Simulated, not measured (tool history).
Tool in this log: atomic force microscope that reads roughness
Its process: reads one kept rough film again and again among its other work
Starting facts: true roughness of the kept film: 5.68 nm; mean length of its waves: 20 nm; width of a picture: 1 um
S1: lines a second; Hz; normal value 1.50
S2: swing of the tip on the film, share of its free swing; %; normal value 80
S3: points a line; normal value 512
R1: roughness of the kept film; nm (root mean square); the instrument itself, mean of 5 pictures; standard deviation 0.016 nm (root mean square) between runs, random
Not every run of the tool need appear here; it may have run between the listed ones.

Run 1, day 0.000: usual settings. Result: R1 3.800 nm (root mean square).
Run 2, day 1.992: usual settings but S2 70 %. Result: R1 3.889 nm (root mean square).
Run 3, day 3.588: usual settings but S2 89 %. Result: R1 3.652 nm (root mean square).
Run 4, day 4.858: usual settings but S2 89 %. Result: R1 3.670 nm (root mean square).
Run 5, day 6.050: usual settings but S1 2.50 Hz. Result: R1 3.652 nm (root mean square).
Run 6, day 7.654: usual settings but S1 2.50 Hz. Result: R1 3.636 nm (root mean square).
At day 9.712: new tip fitted.
Run 7, day 9.712: usual settings but S2 78 %. Result: R1 3.830 nm (root mean square).
Run 8, day 11.183: usual settings but S2 78 %. Result: R1 3.782 nm (root mean square).
Run 9, day 12.525: usual settings but S1 1.17 Hz, S3 553. Result: R1 3.823 nm (root mean square).
Run 10, day 13.450: usual settings but S1 1.17 Hz, S3 553. Result: R1 3.838 nm (root mean square).
Run 11, day 15.062: usual settings but S3 436. Result: R1 3.775 nm (root mean square).
Run 12, day 16.654: usual settings but S1 1.35 Hz, S3 496. Result: R1 3.814 nm (root mean square).

Forecast each of these 5 alternatives for the next run:
Run A, day 18.208: usual settings but S2 79 %. Result: R1 ?.
Run B, day 18.208: usual settings but S1 0.53 Hz, S3 538. Result: R1 ?.
Run C, day 18.208: usual settings but S1 3.32 Hz, S2 58 %, S3 502. Result: R1 ?.
Run D, day 18.208: usual settings but S1 2.86 Hz, S3 408. Result: R1 ?.
Run E, day 18.208: usual settings but S1 0.51 Hz, S3 496. Result: R1 ?.

run     R1
  A  3.796
  B  3.935
  C  3.866
  D  3.552
  E  3.936
With no hidden state in the tool, these same runs would have given:
run     R1
  A  3.809
  B  3.949
  C  3.880
  D  3.564
  E  3.950

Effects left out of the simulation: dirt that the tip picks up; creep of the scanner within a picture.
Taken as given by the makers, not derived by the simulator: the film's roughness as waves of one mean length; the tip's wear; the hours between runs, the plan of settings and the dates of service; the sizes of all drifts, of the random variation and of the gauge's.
